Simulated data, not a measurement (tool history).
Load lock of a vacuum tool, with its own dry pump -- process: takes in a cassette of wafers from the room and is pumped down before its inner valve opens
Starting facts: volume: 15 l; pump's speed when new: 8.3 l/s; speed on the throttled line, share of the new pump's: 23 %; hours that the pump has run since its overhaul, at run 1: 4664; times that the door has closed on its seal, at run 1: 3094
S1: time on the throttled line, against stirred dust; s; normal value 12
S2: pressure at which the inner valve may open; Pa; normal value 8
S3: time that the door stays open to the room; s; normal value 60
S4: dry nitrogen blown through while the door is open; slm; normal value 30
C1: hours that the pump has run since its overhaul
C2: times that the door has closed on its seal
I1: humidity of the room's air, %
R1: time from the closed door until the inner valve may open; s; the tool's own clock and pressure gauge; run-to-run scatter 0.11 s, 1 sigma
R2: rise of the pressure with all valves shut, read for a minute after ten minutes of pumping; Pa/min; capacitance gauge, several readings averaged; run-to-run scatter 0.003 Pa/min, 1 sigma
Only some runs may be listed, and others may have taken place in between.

run,day,S1,S2,S3,S4,C1,C2,I1,R1,R2
1,0,12,8,60,30,4664,3094,46.1,27.6,0.052
2,5.442,12,8,60,30,4794,3430,48.5,27.5,0.053
3,15.338,12,8,60,30,5032,4043,46,27.7,0.05
4,23.004,12,8,60,30,5216,4517,46.5,27.7,0.058
5,30.196,12,8,60,30,5389,4962,47.3,27.5,0.05
6,35.021,12,8,60,30,5504,5260,49.4,27.7,0.059
7,44.162,12,8,60,30,5724,5826,43.2,27.8,0.055
8,52.633,12,8,60,30,5927,6350,43.3,27.6,0.058
9,58.379,12,14,60,30,6065,6706,44.7,26.8,0.063
10,68.525,7,8,60,30,6308,7333,50.5,24.1,0.063
11,77.683,12,8,60,30,6528,7900,45.2,27.9,0.071
12,82.938,12,8,60,30,6654,8225,46.2,28.1,0.071
13,90.792,12,8,60,11,6843,8711,43,28.2,0.082
14,95.675,21,8,91,30,6960,9013,42.8,34.8,0.074
15,102.562,23,8,160,30,7125,9439,43.5,36.6,0.086
16,110.804,15,6,151,30,7323,9949,45.1,31.2,0.094
17,121.279,15,6,151,30,7575,10598,44.8,31.1,0.088
18,131.308,15,6,151,4,7815,11218,46.6,31.3,0.137
19,136.067,12,11,60,30,7929,11512,43.8,27.8,0.083
20,142.525,12,11,60,30,8084,11912,43.9,27.9,0.09
21,150.7,12,11,60,30,8281,12418,45.2,27.7,0.088
22,156.871,7,7,60,10,8429,12800,45.5,25,0.113
23,163.888,7,15,60,10,8597,13234,45.3,23.5,0.117
24,172.967,7,15,60,10,8815,13795,43.3,23.3,0.115
25,177.654,7,15,73,10,8928,14086,45.4,23.4,0.118
26,188.108,12,8,60,8,9178,14732,44,28.6,0.124

Branching from run 26: 5 alternative next runs. What would each branch give?
A,194.796,10,8,215,20,9339,15146,42.1,?,?
B,194.796,12,8,61,17,9339,15146,46.4,?,?
C,194.796,7,8,199,30,9339,15146,46.5,?,?
D,194.796,12,8,182,30,9339,15146,43.5,?,?
E,194.796,12,12,36,24,9339,15146,42.9,?,?

run,R1,R2
A,27.2,0.132
B,28.7,0.116
C,24.9,0.124
D,28.8,0.121
E,27.8,0.104
With no hidden state in the tool, these same runs would have given:
run,R1,R2
A,25,0.064
B,26.5,0.049
C,22.7,0.057
D,26.7,0.053
E,25.8,0.036

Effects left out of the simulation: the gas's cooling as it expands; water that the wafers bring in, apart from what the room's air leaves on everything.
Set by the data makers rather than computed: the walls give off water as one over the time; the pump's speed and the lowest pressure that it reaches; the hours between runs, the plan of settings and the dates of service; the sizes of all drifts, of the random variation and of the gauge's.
